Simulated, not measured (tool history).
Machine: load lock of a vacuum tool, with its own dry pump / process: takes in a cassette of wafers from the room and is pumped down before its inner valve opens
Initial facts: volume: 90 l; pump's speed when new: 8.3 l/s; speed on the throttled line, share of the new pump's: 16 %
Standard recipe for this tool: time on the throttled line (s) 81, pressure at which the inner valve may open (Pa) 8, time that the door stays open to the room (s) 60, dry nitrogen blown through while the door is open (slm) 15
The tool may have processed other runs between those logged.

run     hour  time on the throttled line (s)  pressure at which the inner valve may open (Pa)  time that the door stays open to the room (s)  dry nitrogen blown through while the door is open (slm)  incoming humidity of the room's air, %  time from the closed door until the inner valve may open (s)  rise of the pressure with all valves shut (Pa/min)
  1      0.0                              81                                                8                                             60                                                       15                                    45.5                                                         182.7                                               0.528
  2    420.7                              81                                                8                                             60                                                       15                                    45.0                                                         182.8                                               0.546
  3    764.2                              81                                                8                                             60                                                       15                                    43.6                                                         183.4                                               0.559
  4   1259.7                              81                                                8                                             60                                                       15                                    44.1                                                         184.6                                               0.577
  5   1654.9                              81                                                8                                             60                                                       15                                    47.2                                                         185.8                                               0.596
  6   1863.2                              81                                                8                                             60                                                       15                                    44.7                                                         184.8                                               0.621
  7   2091.1                              81                                                8                                             60                                                       12                                    47.2                                                         187.0                                               0.645
  8   2308.7                              81                                                8                                             60                                                       12                                    47.0                                                         187.4                                               0.650
  9   2708.7                              81                                               12                                             60                                                       12                                    45.5                                                         182.4                                               0.674
 10   3177.1                              81                                               12                                             60                                                       12                                    45.7                                                         182.1                                               0.700
 11   3568.1                              81                                               12                                             60                                                       12                                    46.1                                                         181.1                                               0.714
 12   4011.1                              81                                                8                                             60                                                       15                                    44.8                                                         188.5                                               0.752
 13   4235.8                              81                                                8                                             60                                                       15                                    45.8                                                         189.1                                               0.735
 14   4658.9                              81                                                8                                             60                                                       15                                    46.8                                                         189.0                                               0.780
      4778.5  -- door's seal changed, seat wiped
 15   4926.6                              81                                                8                                             60                                                        5                                    46.4                                                         187.0                                               0.049
 16   5367.6                              40                                                8                                             60                                                       35                                    43.7                                                         156.1                                               0.034
 17   5833.0                              81                                               11                                             60                                                       15                                    43.0                                                         187.7                                               0.053
 18   6228.5                              41                                               11                                             63                                                       24                                    44.3                                                         153.6                                               0.047
 19   6732.4                              81                                               13                                             60                                                        7                                    43.2                                                         186.2                                               0.064
      6817.0  -- dry pump taken out, an overhauled one fitted
 20   7172.9                              65                                                8                                             94                                                        7                                    42.9                                                         157.2                                               0.085
 21   7662.7                              65                                                8                                             94                                                        7                                    42.6                                                         157.9                                               0.090
 22   8068.3                              65                                                8                                             94                                                        7                                    48.6                                                         156.4                                               0.101
 23   8366.6                              65                                                8                                             94                                                        7                                    41.2                                                         157.5                                               0.099
 24   8611.7                              65                                                8                                             94                                                        7                                    46.1                                                         156.9                                               0.107
 25   8924.7                              68                                               10                                             29                                                        8                                    47.7                                                         160.0                                               0.093
 26   9268.3                              81                                                8                                             60                                                        4                                    44.8                                                         172.1                                               0.120
 27   9499.4                              81                                                8                                             60                                                        4                                    43.1                                                         173.2                                               0.116
 28   9926.2                              81                                                8                                             61                                                       15                                    46.4                                                         173.5                                               0.111
 29  10258.3                              81                                                8                                            115                                                        9                                    44.0                                                         175.3                                               0.142

5 ways to go on from here, each from the tool as it stands after run 29. What would each give?
  A  10649.7                              57                                               14                                            115                                                        9                                    46.1                                                             ?                                                   ?
  B  10649.7                              81                                               16                                             35                                                       27                                    45.1                                                             ?                                                   ?
  C  10649.7                              81                                                8                                            115                                                        8                                    43.7                                                             ?                                                   ?
  D  10649.7                              81                                               16                                            115                                                       27                                    44.8                                                             ?                                                   ?
  E  10649.7                              81                                               11                                            115                                                        9                                    46.8                                                             ?                                                   ?

run  time from the closed door until the inner valve may open (s)  rise of the pressure with all valves shut (Pa/min)
  A                                                         147.0                                               0.153
  B                                                         165.6                                               0.116
  C                                                         172.7                                               0.151
  D                                                         165.0                                               0.126
  E                                                         171.4                                               0.154
With the hidden condition removed and each run's random variation left untouched, the same runs would have given:
run  time from the closed door until the inner valve may open (s)  rise of the pressure with all valves shut (Pa/min)
  A                                                         144.5                                               0.060
  B                                                         163.2                                               0.024
  C                                                         170.1                                               0.058
  D                                                         162.6                                               0.035
  E                                                         168.6                                               0.060
